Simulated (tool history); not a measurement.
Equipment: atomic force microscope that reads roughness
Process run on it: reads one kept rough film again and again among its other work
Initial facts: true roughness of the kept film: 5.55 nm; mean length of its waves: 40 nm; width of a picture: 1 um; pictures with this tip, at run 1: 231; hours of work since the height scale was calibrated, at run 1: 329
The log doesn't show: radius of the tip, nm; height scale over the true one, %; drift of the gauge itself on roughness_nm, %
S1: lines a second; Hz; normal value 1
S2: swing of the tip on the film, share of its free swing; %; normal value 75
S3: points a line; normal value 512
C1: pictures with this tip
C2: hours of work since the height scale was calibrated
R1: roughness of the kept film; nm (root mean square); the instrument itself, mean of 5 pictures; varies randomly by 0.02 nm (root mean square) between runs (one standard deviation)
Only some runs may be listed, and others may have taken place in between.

run     day    S1  S2   S3   C1   C2     R1
  1       0     1  75  512  231  329   4.22
      0.112  -- new tip fitted
  2   0.479     1  75  316   23  338   4.79
  3   0.775     1  75  815   41  343  4.752
  4   1.008     1  75  815   55  347  4.755
  5   1.346     1  75  815   75  353  4.671
  6   1.554     1  75  815   88  357  4.597
  7   1.775     1  75  815  101  361  4.567
  8   2.108     1  75  815  122  367  4.467
  9   2.475     1  75  815  144  374  4.418
 10   2.708     1  75  317  158  378  4.341
 11   2.975     1  59  512  174  383  4.363
 12   3.188     1  89  512  187  387  4.168
 13    3.55     1  61  512  209  393  4.277
 14   3.908     1  75  512  231  400  4.163
      4.008  -- new tip fitted
 15   4.117     1  75  512    6  403  4.934
 16   4.317     1  75  831   19  407  4.858
 17   4.583  0.56  75  512   35  411  4.857
 18   4.967  0.56  75  512   58  418  4.785
 19   5.396     1  67  512   84  426  4.668
 20   5.712  3.24  67  512  104  432  4.482
 21   5.958  3.24  67  512  118  436  4.431
 22   6.188     1  84  512  132  440  4.485
 23   6.542     1  84  512  154  447  4.357
 24   6.762     1  75  512  167  451  4.404
 25   7.079     1  75  512  187  456  4.343
 26   7.312     1  75  541  201  461   4.32
 27   7.667  1.43  85  268  222  467  4.112
      7.933  -- new tip fitted
 28   8.104  1.43  85  268   11  475  4.703
 29   8.388  1.43  85  268   28  480   4.64
 30     8.6  3.87  75  512   41  484   4.53
 31       9     1  89  309   65  491  4.574
 32   9.338     1  89  309   85  497  4.494
 33   9.542     1  89  315   98  501  4.477
 34   9.983     1  89  315  125  509  4.375
 35  10.325  2.68  76  315  145  515  4.265
 36  10.658  2.93  75  512  166  521  4.168
 37  10.992  3.15  64  512  186  527  4.243
 38   11.25  2.25  59  512  202  531  4.282
 39  11.608  0.51  68  416  223  538  4.195
     11.842  -- new tip fitted
 40  12.025  0.51  68  416   11  545  4.991
 41  12.429     1  78  332   35  552  4.789
 42  12.696     1  78  423   52  557  4.769
 43  13.021     1  78  423   71  563  4.696
 44  13.417     1  78  423   95  570  4.581
 45  13.725     1  73  585  114  576  4.556
 46  14.033  2.88  73  259  133  581  4.329
 47  14.229  2.88  73  259  145  585  4.282
 48  14.554  1.33  75  512  164  591  4.342
 49  14.896  1.19  82  962  185  597  4.265
 50   15.35  1.19  82  962  213  605  4.224

Some steps in R1, run to run, broken into two amounts with sign: the step expected even without the hidden condition (settings, incoming material, random variation), and the rest, left for the hidden condition together with whatever gauge scatter is not in both the measured and the hidden-condition-free result:
Run 14 -> 15: new tip fitted. R1 +0.771 nm (root mean square): hidden state +0.774, all else -0.003.
Run 27 -> 28: new tip fitted. R1 +0.591 nm (root mean square): hidden state +0.618, all else -0.027.
Run 39 -> 40: new tip fitted. R1 +0.796 nm (root mean square): hidden state +0.751, all else +0.045.
